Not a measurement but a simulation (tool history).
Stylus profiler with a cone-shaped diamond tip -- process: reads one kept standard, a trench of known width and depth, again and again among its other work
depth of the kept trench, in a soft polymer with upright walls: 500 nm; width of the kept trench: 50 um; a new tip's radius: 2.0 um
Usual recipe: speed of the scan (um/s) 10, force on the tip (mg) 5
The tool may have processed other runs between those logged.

run     day  speed of the scan (um/s)  force on the tip (mg)  depth of the trench (nm)  width of the trench's floor (um)
  1       0                        10                      5                    504.96                             47.29
  2   2.004                        10                   4.64                    504.78                             47.25
  3   4.308                        10                      5                    505.11                             47.14
  4   7.004                        10                      5                    505.05                             47.19
  5   8.329                        10                      5                     504.9                             47.19
  6      11                        10                      5                    504.84                             47.26
  7  13.467                        10                      5                    504.74                             47.12
  8  15.296                        10                      5                    504.78                             47.15
  9  16.646                         8                      5                    504.86                             47.11
 10  18.433                         8                      5                    504.93                             47.15
 11  20.004                         8                      5                    504.68                             47.15
 12  22.229                        25                      5                     504.7                             47.09
 13  24.942                        10                      5                    504.69                              47.1
 14  27.412                        10                      5                    504.58                              47.1
 15  29.812                         9                   10.7                    507.91                             47.11
 16  32.375                         6                   1.85                     502.1                             47.04
 17  34.354                        19                   1.85                    502.13                             46.98
 18  36.829                         3                    5.4                    504.91                             47.06
     37.012  -- height scale calibrated on a step standard
 19  38.408                         6                   2.23                    502.16                             47.04
 20  39.933                         7                      5                    504.31                             46.98
 21  41.867                         7                      5                    504.23                             47.02
 22  44.225                         7                      5                    504.11                             46.96
 23  45.638                         7                      5                    504.26                             46.99
     46.942  -- height scale calibrated on a step standard, once more
 24  48.546                        27                   7.87                    506.76                             46.88
 25  51.388                        11                   3.64                    503.99                             46.88

Forecast each of these 4 alternatives for the next run:
  A  53.396                        10                   10.1                         ?                                 ?
  B  53.396                         7                   3.26                         ?                                 ?
  C  53.396                         6                  10.91                         ?                                 ?
  D  53.396                         3                   1.82                         ?                                 ?

run  depth of the trench (nm)  width of the trench's floor (um)
  A                    507.98                             46.92
  B                    503.54                             46.97
  C                    508.37                             46.94
  D                    502.34                             46.91
What these runs would have given with no unlogged condition in the tool:
run  depth of the trench (nm)  width of the trench's floor (um)
  A                    508.21                             47.34
  B                    503.77                             47.38
  C                     508.6                             47.35
  D                    502.56                             47.32

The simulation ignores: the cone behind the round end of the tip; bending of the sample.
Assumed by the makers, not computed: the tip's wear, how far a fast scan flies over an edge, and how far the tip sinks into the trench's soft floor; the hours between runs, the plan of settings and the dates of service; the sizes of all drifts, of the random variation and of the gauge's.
